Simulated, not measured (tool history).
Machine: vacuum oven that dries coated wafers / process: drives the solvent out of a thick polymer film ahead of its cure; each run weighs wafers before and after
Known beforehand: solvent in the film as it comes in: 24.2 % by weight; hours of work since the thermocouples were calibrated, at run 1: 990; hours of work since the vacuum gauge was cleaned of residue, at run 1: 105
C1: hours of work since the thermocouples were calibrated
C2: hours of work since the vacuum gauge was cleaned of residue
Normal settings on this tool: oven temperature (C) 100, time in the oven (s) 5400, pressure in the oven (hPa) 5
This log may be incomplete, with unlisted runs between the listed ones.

Run 1, hour 0: usual settings; C1 990; C2 105. Result: solvent left in the film (%) 5.65.
Run 2, hour 8.2: usual settings; C1 996; C2 111. Result: solvent left in the film (%) 5.84.
Run 3, hour 21.7: usual settings; C1 1006; C2 121. Result: solvent left in the film (%) 5.66.
Run 4, hour 30.3: usual settings; C1 1012; C2 128. Result: solvent left in the film (%) 5.85.
Run 5, hour 42.2: usual settings but pressure in the oven (hPa) 3.67; C1 1021; C2 136. Result: solvent left in the film (%) 5.71.
Run 6, hour 52.3: usual settings but oven temperature (C) 89; C1 1029; C2 144. Result: solvent left in the film (%) 11.26.
Run 7, hour 62.6: usual settings but oven temperature (C) 89; C1 1036; C2 151. Result: solvent left in the film (%) 11.39.
Run 8, hour 74.2: usual settings but oven temperature (C) 89; C1 1045; C2 160. Result: solvent left in the film (%) 11.18.
Run 9, hour 85.2: usual settings but oven temperature (C) 89; C1 1053; C2 168. Result: solvent left in the film (%) 11.38.
Run 10, hour 100.1: usual settings; C1 1064; C2 179. Result: solvent left in the film (%) 5.74.
Run 11, hour 114.6: usual settings but oven temperature (C) 101, pressure in the oven (hPa) 8.4; C1 1075; C2 190. Result: solvent left in the film (%) 5.49.
Run 12, hour 126.5: usual settings but oven temperature (C) 90, time in the oven (s) 2940, pressure in the oven (hPa) 8.4; C1 1084; C2 199. Result: solvent left in the film (%) 14.52.
At hour 139.8: oven's thermocouples calibrated.
Run 13, hour 143.3: usual settings but oven temperature (C) 90, time in the oven (s) 2940, pressure in the oven (hPa) 8.4; C1 3; C2 210. Result: solvent left in the film (%) 13.69.
Run 14, hour 151.2: usual settings but oven temperature (C) 86; C1 8; C2 215. Result: solvent left in the film (%) 11.53.
Run 15, hour 167.5: usual settings but oven temperature (C) 105, time in the oven (s) 8880; C1 20; C2 228. Result: solvent left in the film (%) 1.01.
Run 16, hour 184.1: usual settings but oven temperature (C) 110; C1 33; C2 240. Result: solvent left in the film (%) 1.35.
Run 17, hour 202.6: usual settings but time in the oven (s) 4500; C1 46; C2 253. Result: solvent left in the film (%) 6.02.
Run 18, hour 212.9: usual settings but oven temperature (C) 110, pressure in the oven (hPa) 8.15; C1 54; C2 261. Result: solvent left in the film (%) 1.39.
Run 19, hour 228.6: usual settings but pressure in the oven (hPa) 6.13; C1 66; C2 273. Result: solvent left in the film (%) 4.9.
Run 20, hour 241.9: usual settings but oven temperature (C) 97, time in the oven (s) 5280, pressure in the oven (hPa) 17.51; C1 76; C2 283. Result: solvent left in the film (%) 6.97.

For each run, the measured value with the value that run would have given without the tool's hidden condition subtracted. The run-to-run variation is shared by both, the gauge scatter possibly not:
The hidden state here: true wafer temperature over the reading, C; true pressure over the reading, kPa; drift of the gauge itself on solvent_pct, %.
run  solvent left in the film (%)
  1                         +0.93
  2                         +0.97
  3                         +0.96
  4                         +0.98
  5                         +0.98
  6                         +1.01
  7                         +1.03
  8                         +1.02
  9                         +1.04
 10                         +1.02
 11                         +1.02
 12                         +0.86
 13                         -0.03
 14                         -0.03
 15                         +0.01
 16                            +0
 17                         +0.01
 18                         +0.01
 19                         +0.03
 20                         +0.04

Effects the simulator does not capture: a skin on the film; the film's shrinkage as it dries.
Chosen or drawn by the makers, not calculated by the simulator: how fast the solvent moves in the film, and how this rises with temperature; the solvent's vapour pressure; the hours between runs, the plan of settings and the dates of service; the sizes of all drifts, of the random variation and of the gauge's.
